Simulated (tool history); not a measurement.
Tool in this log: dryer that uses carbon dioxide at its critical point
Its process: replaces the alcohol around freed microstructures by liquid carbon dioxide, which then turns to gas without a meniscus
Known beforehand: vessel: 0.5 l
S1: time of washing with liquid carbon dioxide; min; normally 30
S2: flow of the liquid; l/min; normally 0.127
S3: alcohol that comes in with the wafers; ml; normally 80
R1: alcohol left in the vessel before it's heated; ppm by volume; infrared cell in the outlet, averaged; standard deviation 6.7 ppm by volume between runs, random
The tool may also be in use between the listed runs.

{"run": 1, "hour": 0.0, "S1": 30, "S2": 0.127, "S3": 80, "R1": 594}
{"run": 2, "hour": 8.1, "S1": 30, "S2": 0.087, "S3": 80, "R1": 3426}
{"run": 3, "hour": 17.4, "S1": 30, "S2": 0.127, "S3": 80, "R1": 589}
{"run": 4, "hour": 26.0, "S1": 30, "S2": 0.127, "S3": 24, "R1": 237}
{"run": 5, "hour": 36.3, "S1": 30, "S2": 0.127, "S3": 24, "R1": 239}
{"run": 6, "hour": 44.1, "S1": 30, "S2": 0.127, "S3": 80, "R1": 626}
{"run": 7, "hour": 52.6, "S1": 30, "S2": 0.127, "S3": 80, "R1": 613}
{"run": 8, "hour": 61.9, "S1": 30, "S2": 0.127, "S3": 80, "R1": 654}
{"run": 9, "hour": 68.8, "S1": 30, "S2": 0.127, "S3": 87, "R1": 668}
{"run": 10, "hour": 73.9, "S1": 32, "S2": 0.127, "S3": 80, "R1": 465}
{"run": 11, "hour": 81.6, "S1": 32, "S2": 0.084, "S3": 80, "R1": 3333}
{"run": 12, "hour": 87.6, "S1": 22, "S2": 0.177, "S3": 71, "R1": 488}

Run 13 comes next. What will it give?
{"run": 13, "hour": 94.9, "S1": 22, "S2": 0.177, "S3": 71, "R1": "?"}

For run 13 the tool returned R1 472 ppm by volume.
If the tool had no hidden condition, the same run with the same run-to-run variation would have returned R1 188 ppm by volume.
